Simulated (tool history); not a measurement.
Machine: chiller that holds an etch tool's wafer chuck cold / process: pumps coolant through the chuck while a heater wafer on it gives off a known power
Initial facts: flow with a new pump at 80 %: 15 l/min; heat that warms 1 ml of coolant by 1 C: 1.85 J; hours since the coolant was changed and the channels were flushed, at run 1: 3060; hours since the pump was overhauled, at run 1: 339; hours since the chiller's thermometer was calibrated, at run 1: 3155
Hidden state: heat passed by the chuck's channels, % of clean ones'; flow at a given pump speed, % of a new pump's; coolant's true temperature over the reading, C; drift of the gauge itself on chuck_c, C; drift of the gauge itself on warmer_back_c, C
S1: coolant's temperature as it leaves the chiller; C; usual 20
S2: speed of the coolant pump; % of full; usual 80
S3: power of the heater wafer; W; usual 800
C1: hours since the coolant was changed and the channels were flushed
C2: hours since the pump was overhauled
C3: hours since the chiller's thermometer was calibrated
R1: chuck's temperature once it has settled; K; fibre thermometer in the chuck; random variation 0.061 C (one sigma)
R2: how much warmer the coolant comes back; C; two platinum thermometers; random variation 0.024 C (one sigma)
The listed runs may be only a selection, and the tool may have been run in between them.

Run 1, hour 0: usual settings; C1 3060; C2 339; C3 3155. Result: R1 298.36 K, R2 1.71 C.
Run 2, hour 28.9: usual settings; C1 3089; C2 367; C3 3184. Result: R1 298.46 K, R2 1.74 C.
Run 3, hour 56.3: usual settings; C1 3116; C2 395; C3 3212. Result: R1 298.43 K, R2 1.75 C.
Run 4, hour 93: usual settings; C1 3153; C2 432; C3 3248. Result: R1 298.49 K, R2 1.76 C.
Run 5, hour 143.7: usual settings; C1 3203; C2 482; C3 3299. Result: R1 298.41 K, R2 1.78 C.
Run 6, hour 168.8: usual settings; C1 3228; C2 507; C3 3324. Result: R1 298.45 K, R2 1.81 C.
Run 7, hour 203.4: usual settings; C1 3263; C2 542; C3 3359. Result: R1 298.44 K, R2 1.73 C.
Run 8, hour 244.7: usual settings; C1 3304; C2 583; C3 3400. Result: R1 298.5 K, R2 1.78 C.
At hour 253: chiller's thermometer calibrated.
Run 9, hour 298.4: usual settings; C1 3357; C2 636; C3 45. Result: R1 299.09 K, R2 1.73 C.
Run 10, hour 325.4: usual settings; C1 3384; C2 663; C3 72. Result: R1 299 K, R2 1.77 C.
Run 11, hour 378.6: usual settings; C1 3437; C2 716; C3 126. Result: R1 299.08 K, R2 1.78 C.
At hour 408.1: coolant changed, channels flushed.
Run 12, hour 408.1: usual settings; C1 0; C2 740; C3 149. Result: R1 298.47 K, R2 1.77 C.
Run 13, hour 434.6: usual settings; C1 27; C2 766; C3 176. Result: R1 298.49 K, R2 1.77 C.
Run 14, hour 476.1: usual settings but S3 519 W; C1 68; C2 808; C3 217. Result: R1 296.61 K, R2 1.17 C.
Run 15, hour 521.4: usual settings but S2 71 % of full, S3 735 W; C1 113; C2 853; C3 262. Result: R1 298.54 K, R2 1.83 C.
Run 16, hour 573: usual settings but S1 27 C, S3 1044 W; C1 165; C2 905; C3 314. Result: R1 307.08 K, R2 2.35 C.
Run 17, hour 602.6: usual settings but S1 13 C, S2 89 % of full, S3 408 W; C1 194; C2 934; C3 344. Result: R1 288.63 K, R2 0.8 C.
Run 18, hour 643.2: usual settings but S1 13 C, S2 89 % of full, S3 408 W; C1 235; C2 975; C3 384. Result: R1 288.54 K, R2 0.81 C.
Run 19, hour 694.2: usual settings but S1 13 C, S2 89 % of full, S3 408 W; C1 286; C2 1026; C3 435. Result: R1 288.65 K, R2 0.78 C.
Run 20, hour 721.6: usual settings but S1 14 C, S3 986 W; C1 313; C2 1053; C3 463. Result: R1 293.66 K, R2 2.22 C.

Forecast run 21:
Run 21, hour 754.3: usual settings but S1 14 C, S3 986 W; C1 346; C2 1086; C3 495. Result: R1 ?, R2 ?.

Run 21 came out at R1 293.84 K, R2 2.18 C.
If the tool had no hidden condition, the same run with the same run-to-run variation would have returned R1 293.73 K, R2 2.09 C.
